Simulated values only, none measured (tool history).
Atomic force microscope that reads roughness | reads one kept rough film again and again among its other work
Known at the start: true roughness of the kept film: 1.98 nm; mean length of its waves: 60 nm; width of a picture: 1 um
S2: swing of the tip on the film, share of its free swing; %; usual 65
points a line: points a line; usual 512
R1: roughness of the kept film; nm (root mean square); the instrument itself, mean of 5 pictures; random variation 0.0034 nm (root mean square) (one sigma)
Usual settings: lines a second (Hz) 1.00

run 1 day=0.000 | lines_a_second_(Hz)=1.00 S2=65 points_a_line=512 | R1=1.935
run 2 day=0.967 | lines_a_second_(Hz)=1.00 S2=65 points_a_line=271 | R1=1.931
run 3 day=2.288 | lines_a_second_(Hz)=1.00 S2=65 points_a_line=271 | R1=1.925
run 4 day=3.562 | lines_a_second_(Hz)=1.00 S2=65 points_a_line=271 | R1=1.925
run 5 day=4.658 | lines_a_second_(Hz)=1.00 S2=65 points_a_line=512 | R1=1.928
run 6 day=5.588 | lines_a_second_(Hz)=1.00 S2=65 points_a_line=512 | R1=1.928
run 7 day=6.362 | lines_a_second_(Hz)=2.89 S2=65 points_a_line=512 | R1=1.882
run 8 day=7.396 | lines_a_second_(Hz)=2.89 S2=65 points_a_line=512 | R1=1.891
run 9 day=8.592 | lines_a_second_(Hz)=1.00 S2=65 points_a_line=307 | R1=1.931
run 10 day=9.271 | lines_a_second_(Hz)=1.00 S2=60 points_a_line=307 | R1=1.936
run 11 day=10.125 | lines_a_second_(Hz)=3.88 S2=60 points_a_line=307 | R1=1.882
run 12 day=11.175 | lines_a_second_(Hz)=3.88 S2=60 points_a_line=307 | R1=1.885
run 13 day=12.508 | lines_a_second_(Hz)=1.00 S2=65 points_a_line=512 | R1=1.932
run 14 day=13.738 | lines_a_second_(Hz)=1.00 S2=65 points_a_line=512 | R1=1.924
run 15 day=14.354 | lines_a_second_(Hz)=1.00 S2=65 points_a_line=512 | R1=1.931
run 16 day=15.692 | lines_a_second_(Hz)=1.00 S2=65 points_a_line=512 | R1=1.928
run 17 day=17.021 | lines_a_second_(Hz)=1.00 S2=65 points_a_line=512 | R1=1.927
run 18 day=17.733 | lines_a_second_(Hz)=1.00 S2=65 points_a_line=512 | R1=1.929
run 19 day=18.367 | lines_a_second_(Hz)=1.00 S2=65 points_a_line=512 | R1=1.925
run 20 day=19.267 | lines_a_second_(Hz)=1.00 S2=65 points_a_line=512 | R1=1.934
run 21 day=20.046 | lines_a_second_(Hz)=1.00 S2=65 points_a_line=565 | R1=1.929
run 22 day=20.796 | lines_a_second_(Hz)=1.00 S2=65 points_a_line=565 | R1=1.932
run 23 day=21.525 | lines_a_second_(Hz)=1.00 S2=65 points_a_line=512 | R1=1.931
run 24 day=22.212 | lines_a_second_(Hz)=1.00 S2=65 points_a_line=512 | R1=1.934
run 25 day=23.512 | lines_a_second_(Hz)=1.00 S2=65 points_a_line=512 | R1=1.928
run 26 day=24.838 | lines_a_second_(Hz)=1.00 S2=65 points_a_line=512 | R1=1.923
run 27 day=26.067 | lines_a_second_(Hz)=2.20 S2=65 points_a_line=1019 | R1=1.902
run 28 day=27.346 | lines_a_second_(Hz)=2.51 S2=58 points_a_line=595 | R1=1.916
run 29 day=28.012 | lines_a_second_(Hz)=2.51 S2=58 points_a_line=595 | R1=1.918
run 30 day=28.946 | lines_a_second_(Hz)=1.00 S2=55 points_a_line=512 | R1=1.941
run 31 day=29.842 | lines_a_second_(Hz)=1.67 S2=69 points_a_line=500 | R1=1.904
run 32 day=30.954 | lines_a_second_(Hz)=0.81 S2=71 points_a_line=822 | R1=1.926
run 33 day=31.883 | lines_a_second_(Hz)=0.84 S2=65 points_a_line=415 | R1=1.936
run 34 day=32.583 | lines_a_second_(Hz)=0.84 S2=65 points_a_line=415 | R1=1.934
run 35 day=33.417 | lines_a_second_(Hz)=0.84 S2=65 points_a_line=415 | R1=1.931
run 36 day=34.600 | lines_a_second_(Hz)=0.84 S2=65 points_a_line=415 | R1=1.935
run 37 day=35.808 | lines_a_second_(Hz)=0.84 S2=65 points_a_line=415 | R1=1.932
run 38 day=36.925 | lines_a_second_(Hz)=2.37 S2=84 points_a_line=319 | R1=1.800
run 39 day=38.146 | lines_a_second_(Hz)=1.63 S2=84 points_a_line=339 | R1=1.843
run 40 day=38.788 | lines_a_second_(Hz)=1.63 S2=56 points_a_line=339 | R1=1.931
run 41 day=40.092 | lines_a_second_(Hz)=1.63 S2=56 points_a_line=339 | R1=1.939
run 42 day=41.125 | lines_a_second_(Hz)=1.63 S2=89 points_a_line=614 | R1=1.826
run 43 day=41.996 | lines_a_second_(Hz)=0.51 S2=64 points_a_line=512 | R1=1.948
run 44 day=43.092 | lines_a_second_(Hz)=0.51 S2=64 points_a_line=512 | R1=1.944
run 45 day=43.667 | lines_a_second_(Hz)=0.51 S2=64 points_a_line=496 | R1=1.935
run 46 day=44.350 | lines_a_second_(Hz)=0.51 S2=64 points_a_line=496 | R1=1.945
run 47 day=45.479 | lines_a_second_(Hz)=2.49 S2=65 points_a_line=512 | R1=1.898
run 48 day=46.321 | lines_a_second_(Hz)=2.49 S2=65 points_a_line=512 | R1=1.895
run 49 day=47.446 | lines_a_second_(Hz)=1.00 S2=65 points_a_line=859 | R1=1.930
run 50 day=48.083 | lines_a_second_(Hz)=1.00 S2=65 points_a_line=275 | R1=1.928

Not shown: 3 entries that the log had between the listed runs. Between which runs, and how does the tool's hidden state differ before and after?
Between runs 12 and 13: new tip fitted (day 11.638)
  radius of the tip, nm: 5.4 -> 5.1
Between runs 26 and 27: new tip fitted (day 25.117)
  radius of the tip, nm: 5.5 -> 5.1
Between runs 39 and 40: new tip fitted (day 38.583)
  radius of the tip, nm: 5.5 -> 5

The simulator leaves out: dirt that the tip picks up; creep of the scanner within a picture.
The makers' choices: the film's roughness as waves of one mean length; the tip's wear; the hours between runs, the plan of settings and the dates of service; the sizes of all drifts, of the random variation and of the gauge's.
